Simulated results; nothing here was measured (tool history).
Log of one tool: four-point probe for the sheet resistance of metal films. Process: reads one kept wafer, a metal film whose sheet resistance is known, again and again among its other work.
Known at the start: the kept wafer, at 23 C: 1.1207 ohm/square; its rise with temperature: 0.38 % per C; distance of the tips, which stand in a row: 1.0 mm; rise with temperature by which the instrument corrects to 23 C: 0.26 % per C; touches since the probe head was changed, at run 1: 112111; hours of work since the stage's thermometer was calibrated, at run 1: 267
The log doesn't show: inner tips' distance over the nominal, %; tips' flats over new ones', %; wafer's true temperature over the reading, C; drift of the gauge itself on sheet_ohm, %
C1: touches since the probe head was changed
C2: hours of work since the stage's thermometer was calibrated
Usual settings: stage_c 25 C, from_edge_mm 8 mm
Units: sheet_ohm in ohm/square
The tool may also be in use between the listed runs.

{"run": 1, "hour": 0.0, "stage_c": 25, "from_edge_mm": 8, "C1": 112111, "C2": 267, "sheet_ohm": 1.136094}
{"run": 2, "hour": 50.7, "stage_c": 25, "from_edge_mm": 36, "C1": 115051, "C2": 307, "sheet_ohm": 1.127448}
{"run": 3, "hour": 103.4, "stage_c": 25, "from_edge_mm": 36, "C1": 118109, "C2": 349, "sheet_ohm": 1.127523}
{"run": 4, "hour": 145.6, "stage_c": 28, "from_edge_mm": 8, "C1": 120554, "C2": 383, "sheet_ohm": 1.14023}
{"run": 5, "hour": 181.9, "stage_c": 25, "from_edge_mm": 21, "C1": 122661, "C2": 412, "sheet_ohm": 1.128312}
{"run": 6, "hour": 210.0, "stage_c": 25, "from_edge_mm": 21, "C1": 124292, "C2": 435, "sheet_ohm": 1.128361}

Forecast run 7:
{"run": 7, "hour": 241.9, "stage_c": 28, "from_edge_mm": 21, "C1": 126140, "C2": 460, "sheet_ohm": "?"}

sheet_ohm: 1.132159 ohm/square
Without the tool's hidden state the same run would have given sheet_ohm 1.128689 ohm/square.
